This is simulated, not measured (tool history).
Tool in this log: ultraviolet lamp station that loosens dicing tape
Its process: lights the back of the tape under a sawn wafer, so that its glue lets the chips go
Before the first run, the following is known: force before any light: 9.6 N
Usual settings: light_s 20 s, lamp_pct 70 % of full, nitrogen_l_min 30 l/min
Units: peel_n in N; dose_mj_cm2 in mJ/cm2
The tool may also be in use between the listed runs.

Run 1, day 0.000: usual settings. Result: peel_n 0.582 N, dose_mj_cm2 177 mJ/cm2.
Run 2, day 0.958: usual settings but nitrogen_l_min 29 l/min. Result: peel_n 0.580 N, dose_mj_cm2 174 mJ/cm2.
Run 3, day 2.312: usual settings but nitrogen_l_min 29 l/min. Result: peel_n 0.618 N, dose_mj_cm2 167 mJ/cm2.
Run 4, day 3.000: usual settings but light_s 12 s. Result: peel_n 1.619 N, dose_mj_cm2 98 mJ/cm2.
Run 5, day 3.808: usual settings but light_s 12 s. Result: peel_n 1.580 N, dose_mj_cm2 96 mJ/cm2.
Run 6, day 4.750: usual settings but light_s 12 s. Result: peel_n 1.577 N, dose_mj_cm2 100 mJ/cm2.
Run 7, day 5.425: usual settings but light_s 12 s. Result: peel_n 1.672 N, dose_mj_cm2 98 mJ/cm2.
Run 8, day 6.429: usual settings but light_s 12 s. Result: peel_n 1.655 N, dose_mj_cm2 100 mJ/cm2.
Run 9, day 7.304: usual settings but light_s 12 s. Result: peel_n 1.788 N, dose_mj_cm2 99 mJ/cm2.
Run 10, day 8.371: usual settings but light_s 12 s. Result: peel_n 1.715 N, dose_mj_cm2 94 mJ/cm2.
Run 11, day 9.158: usual settings but light_s 11 s, lamp_pct 78 % of full, nitrogen_l_min 11 l/min. Result: peel_n 2.826 N, dose_mj_cm2 95 mJ/cm2.
Run 12, day 10.175: usual settings but light_s 14 s, lamp_pct 97 % of full, nitrogen_l_min 28 l/min. Result: peel_n 0.811 N, dose_mj_cm2 150 mJ/cm2.
Run 13, day 10.904: usual settings but light_s 30 s, lamp_pct 97 % of full, nitrogen_l_min 28 l/min. Result: peel_n 0.244 N, dose_mj_cm2 321 mJ/cm2.

Expected results for the next run?
Run 14, day 11.696: usual settings but light_s 30 s, lamp_pct 97 % of full, nitrogen_l_min 28 l/min. Result: peel_n ?, dose_mj_cm2 ?.

peel_n: 0.258 N
dose_mj_cm2: 320 mJ/cm2
Were there no unlogged condition in the tool, this run, its random variation unchanged, would have produced peel_n 0.233 N, dose_mj_cm2 470 mJ/cm2.
